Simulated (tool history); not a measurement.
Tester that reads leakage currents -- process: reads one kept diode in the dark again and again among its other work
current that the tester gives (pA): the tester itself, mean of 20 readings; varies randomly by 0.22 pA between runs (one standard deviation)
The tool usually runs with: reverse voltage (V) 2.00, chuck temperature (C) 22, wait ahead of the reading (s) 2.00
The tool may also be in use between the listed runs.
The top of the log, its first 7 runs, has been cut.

run	hour	reverse voltage (V)	chuck temperature (C)	wait ahead of the reading (s)	hours of work since the probe card was cleaned	hours of work since the tester was calibrated	hours of work since the chuck was calibrated	current that the tester gives (pA)
8	222.5	2.00	22	2.00	1005	1125	795	66.97
# hour 226.9: chuck's temperature calibrated
9	246.3	2.00	22	2.00	1016	1136	9	66.28
10	291.4	2.00	22	2.00	1037	1157	31	66.37
# hour 323.3: probe card cleaned and baked
# hour 329.1: chuck's temperature calibrated, once more
11	336.2	2.00	22	2.00	5	1176	3	68.74
12	364.9	2.00	22	2.00	19	1190	17	68.28
13	385.7	2.00	22	2.00	29	1200	27	68.63
14	417.7	2.00	22	0.34	44	1215	42	68.86
15	436.7	2.00	22	2.00	53	1224	52	68.21
16	482.0	4.42	22	0.56	75	1246	73	87.88
17	506.8	1.07	40	1.08	87	1258	85	216.47
18	536.5	2.16	49	0.38	101	1272	99	496.38
19	562.5	2.45	35	2.00	114	1285	112	194.25
20	605.8	1.98	29	0.41	134	1305	133	117.47
21	637.1	1.38	22	2.65	149	1320	148	60.76
22	660.9	1.38	22	2.65	161	1332	159	60.50
23	706.9	2.88	36	2.00	183	1354	181	217.85
24	730.8	2.88	36	2.00	194	1365	192	218.20
25	755.6	2.88	36	2.00	206	1377	204	217.88
26	787.6	2.00	35	4.84	221	1393	220	180.49
27	810.1	7.15	23	0.56	232	1403	230	109.88
28	849.4	1.13	26	2.00	251	1422	249	77.96
29	875.6	1.13	26	2.00	264	1435	262	77.53
30	907.2	2.00	44	4.88	279	1450	277	343.40

Predict each of these 4 candidate next runs independently; none follows another, all start after run 30:
A	943.9	2.00	29	4.88	296	1467	295	?
B	943.9	6.01	40	0.46	296	1467	295	?
C	943.9	2.75	25	2.00	296	1467	295	?
D	943.9	6.00	27	1.20	296	1467	295	?

run	current that the tester gives (pA)
A	116.19
B	363.11
C	94.17
D	139.24
Without the tool's unlogged condition, the same runs would have read:
run	current that the tester gives (pA)
A	120.35
B	375.60
C	97.41
D	143.72

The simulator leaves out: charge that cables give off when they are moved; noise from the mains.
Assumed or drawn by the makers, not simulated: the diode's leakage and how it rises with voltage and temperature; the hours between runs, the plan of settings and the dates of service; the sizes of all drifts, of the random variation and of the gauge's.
